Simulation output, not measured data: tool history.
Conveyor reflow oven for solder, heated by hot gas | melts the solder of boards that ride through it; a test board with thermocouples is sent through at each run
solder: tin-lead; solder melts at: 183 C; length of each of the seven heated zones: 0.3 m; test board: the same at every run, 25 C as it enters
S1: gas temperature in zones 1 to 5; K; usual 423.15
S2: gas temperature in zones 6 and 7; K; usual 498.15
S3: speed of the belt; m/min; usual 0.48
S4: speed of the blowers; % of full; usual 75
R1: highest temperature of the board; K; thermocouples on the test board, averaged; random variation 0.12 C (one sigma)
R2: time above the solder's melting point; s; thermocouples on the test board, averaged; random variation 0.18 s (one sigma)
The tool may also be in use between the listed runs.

Run 1, day 0: usual settings. Result: R1 483.55 K, R2 55.6 s.
Run 2, day 1.267: usual settings. Result: R1 483.45 K, R2 55.6 s.
Run 3, day 2.617: usual settings but S2 508.15 K. Result: R1 491.75 K, R2 62.2 s.
Run 4, day 3.379: usual settings but S2 508.15 K. Result: R1 491.85 K, R2 62.1 s.
At day 4.542: flux residue cleaned out of gas plates and filters.
Run 5, day 5.2: usual settings but S2 508.15 K. Result: R1 492.85 K, R2 63.4 s.
Run 6, day 6.071: usual settings but S3 0.494 m/min. Result: R1 483.55 K, R2 54.3 s.
Run 7, day 7.108: usual settings but S2 499.15 K. Result: R1 485.05 K, R2 57.5 s.
Run 8, day 7.85: usual settings but S1 427.15 K. Result: R1 484.85 K, R2 59.5 s.
Run 9, day 8.779: usual settings but S4 71 % of full. Result: R1 483.55 K, R2 55.7 s.
Run 10, day 9.75: usual settings but S4 71 % of full. Result: R1 483.45 K, R2 55.9 s.
Run 11, day 11.425: usual settings but S4 71 % of full. Result: R1 483.25 K, R2 55.9 s.
Run 12, day 12.292: usual settings but S3 0.457 m/min, S4 71 % of full. Result: R1 484.35 K, R2 60.2 s.
Run 13, day 13.367: usual settings but S3 0.457 m/min, S4 71 % of full. Result: R1 484.35 K, R2 59.9 s.
Run 14, day 14.242: usual settings but S3 0.457 m/min, S4 71 % of full. Result: R1 484.25 K, R2 60.4 s.
Run 15, day 15.012: usual settings but S2 494.15 K. Result: R1 480.15 K, R2 52.8 s.
Run 16, day 16.375: usual settings but S4 77 % of full. Result: R1 483.75 K, R2 56.7 s.
Run 17, day 17.912: usual settings but S1 431.15 K, S2 512.15 K, S3 0.476 m/min, S4 77 % of full. Result: R1 497.25 K, R2 70.8 s.
Run 18, day 18.658: usual settings but S1 431.15 K, S2 512.15 K, S3 0.476 m/min, S4 77 % of full. Result: R1 497.25 K, R2 70.7 s.
Run 19, day 19.571: usual settings but S1 435.15 K, S4 68 % of full. Result: R1 484.75 K, R2 63.4 s.
Run 20, day 20.85: usual settings but S1 422.15 K, S2 509.15 K, S4 68 % of full. Result: R1 491.15 K, R2 61.6 s.
Run 21, day 21.746: usual settings but S1 415.15 K, S2 500.15 K, S3 0.575 m/min, S4 78 % of full. Result: R1 477.55 K, R2 37.3 s.
Run 22, day 23.171: usual settings but S2 497.15 K, S4 63 % of full. Result: R1 480.25 K, R2 52.1 s.
Run 23, day 24.125: usual settings but S1 409.15 K, S2 493.15 K, S3 0.516 m/min. Result: R1 473.45 K, R2 35.4 s.
At day 24.675: flux residue cleaned out of gas plates and filters.
Run 24, day 25.504: usual settings but S1 416.15 K, S2 489.15 K, S3 0.545 m/min, S4 79 % of full. Result: R1 471.75 K, R2 34.1 s.
Run 25, day 26.812: usual settings but S1 420.15 K, S2 489.15 K, S3 0.545 m/min, S4 79 % of full. Result: R1 472.85 K, R2 36.3 s.
Run 26, day 28.158: usual settings but S2 505.15 K, S3 0.528 m/min, S4 83 % of full. Result: R1 487.65 K, R2 54.5 s.
Run 27, day 28.958: usual settings but S1 428.15 K, S2 505.15 K, S3 0.544 m/min, S4 76 % of full. Result: R1 486.95 K, R2 53.5 s.
Run 28, day 30.421: usual settings but S1 428.15 K, S2 505.15 K, S3 0.544 m/min, S4 76 % of full. Result: R1 486.95 K, R2 53.7 s.
Run 29, day 31.462: usual settings but S1 420.15 K, S2 513.15 K, S3 0.487 m/min. Result: R1 494.95 K, R2 63.2 s.
Run 30, day 32.492: usual settings but S1 420.15 K, S2 513.15 K, S3 0.487 m/min. Result: R1 495.05 K, R2 62.8 s.
Run 31, day 34.025: usual settings but S1 428.15 K. Result: R1 483.95 K, R2 59.6 s.

Forecast each of these 4 alternatives for the next run:
Run A, day 34.788: usual settings but S2 495.15 K. Result: R1 ?, R2 ?.
Run B, day 34.788: usual settings but S1 428.15 K, S2 509.15 K, S4 64 % of full. Result: R1 ?, R2 ?.
Run C, day 34.788: usual settings but S1 421.15 K, S2 502.15 K, S4 59 % of full. Result: R1 ?, R2 ?.
Run D, day 34.788: usual settings but S1 437.15 K, S4 83 % of full. Result: R1 ?, R2 ?.

run      R1    R2
  A  480.45  53.4
  B  491.75  65.3
  C  483.65  55.1
  D  486.45  66.8
Without the tool's hidden state the same runs would have given:
run      R1    R2
  A  481.35  52.9
  B  492.55  64.1
  C  484.35  54.3
  D  487.35  65.7
